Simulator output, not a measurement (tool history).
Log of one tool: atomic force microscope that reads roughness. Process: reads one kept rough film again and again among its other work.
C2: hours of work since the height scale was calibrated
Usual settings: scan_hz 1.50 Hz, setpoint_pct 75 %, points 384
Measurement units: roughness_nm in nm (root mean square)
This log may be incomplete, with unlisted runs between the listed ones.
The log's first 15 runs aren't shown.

Run 16, hour 467.5: usual settings; pictures with this tip 95; C2 1363. Result: roughness_nm 2.347 nm (root mean square).
Run 17, hour 504.2: usual settings; pictures with this tip 162; C2 1388. Result: roughness_nm 2.349 nm (root mean square).
Run 18, hour 541.6: usual settings but scan_hz 1.19 Hz, setpoint_pct 76 %; pictures with this tip 230; C2 1412. Result: roughness_nm 2.357 nm (root mean square).
Run 19, hour 568.6: usual settings but scan_hz 1.70 Hz, setpoint_pct 86 %, points 984; pictures with this tip 279; C2 1430. Result: roughness_nm 2.262 nm (root mean square).
At hour 598.4: new tip fitted.
Run 20, hour 598.9: usual settings but scan_hz 1.22 Hz, setpoint_pct 61 %, points 391; pictures with this tip 1; C2 1450. Result: roughness_nm 2.420 nm (root mean square).
Run 21, hour 628.1: usual settings but scan_hz 1.22 Hz, setpoint_pct 61 %, points 391; pictures with this tip 54; C2 1469. Result: roughness_nm 2.436 nm (root mean square).
Run 22, hour 652.0: usual settings but setpoint_pct 62 %; pictures with this tip 98; C2 1485. Result: roughness_nm 2.429 nm (root mean square).
Run 23, hour 683.8: usual settings but scan_hz 0.97 Hz, setpoint_pct 83 %; pictures with this tip 156; C2 1506. Result: roughness_nm 2.356 nm (root mean square).
Run 24, hour 710.6: usual settings but scan_hz 0.66 Hz, points 394; pictures with this tip 205; C2 1523. Result: roughness_nm 2.417 nm (root mean square).
Run 25, hour 732.9: usual settings but setpoint_pct 88 %, points 401; pictures with this tip 246; C2 1538. Result: roughness_nm 2.227 nm (root mean square).
Run 26, hour 758.8: usual settings but scan_hz 0.56 Hz, setpoint_pct 77 %, points 801; pictures with this tip 293; C2 1555. Result: roughness_nm 2.442 nm (root mean square).
At hour 780.9: new tip fitted.
Run 27, hour 788.7: usual settings but scan_hz 0.56 Hz, setpoint_pct 77 %, points 801; pictures with this tip 15; C2 1574. Result: roughness_nm 2.476 nm (root mean square).
Run 28, hour 806.9: usual settings but scan_hz 0.70 Hz, setpoint_pct 87 %, points 541; pictures with this tip 48; C2 1587. Result: roughness_nm 2.384 nm (root mean square).
Run 29, hour 840.7: usual settings but scan_hz 0.55 Hz, points 920; pictures with this tip 110; C2 1609. Result: roughness_nm 2.451 nm (root mean square).
Run 30, hour 862.0: usual settings but setpoint_pct 58 %, points 608; pictures with this tip 148; C2 1623. Result: roughness_nm 2.448 nm (root mean square).
Run 31, hour 882.5: usual settings but scan_hz 0.61 Hz, setpoint_pct 66 %, points 608; pictures with this tip 186; C2 1636. Result: roughness_nm 2.486 nm (root mean square).
Run 32, hour 907.9: usual settings but scan_hz 0.61 Hz, setpoint_pct 66 %, points 608; pictures with this tip 232; C2 1653. Result: roughness_nm 2.467 nm (root mean square).
Run 33, hour 938.7: usual settings but scan_hz 2.65 Hz, points 303; pictures with this tip 289; C2 1673. Result: roughness_nm 2.213 nm (root mean square).
At hour 963.1: new tip fitted.
Run 34, hour 978.9: usual settings but scan_hz 2.65 Hz, points 303; pictures with this tip 29; C2 1700. Result: roughness_nm 2.220 nm (root mean square).

Consider 4 possible next runs. They are alternatives, not a sequence: every one starts from the tool as it was left by run 34. What does each give?
Run A, hour 1007.5: usual settings but scan_hz 0.87 Hz, points 303; pictures with this tip 81; C2 1718. Result: roughness_nm ?.
Run B, hour 1007.5: usual settings but scan_hz 2.04 Hz, points 303; pictures with this tip 81; C2 1718. Result: roughness_nm ?.
Run C, hour 1007.5: usual settings but scan_hz 2.19 Hz, points 303; pictures with this tip 81; C2 1718. Result: roughness_nm ?.
Run D, hour 1007.5: usual settings but points 395; pictures with this tip 81; C2 1718. Result: roughness_nm ?.

run  roughness_nm
  A         2.364
  B         2.268
  C         2.275
  D         2.358
Stripped of hidden state, with their random variation kept, the same runs would have yielded:
run  roughness_nm
  A         2.367
  B         2.271
  C         2.278
  D         2.361
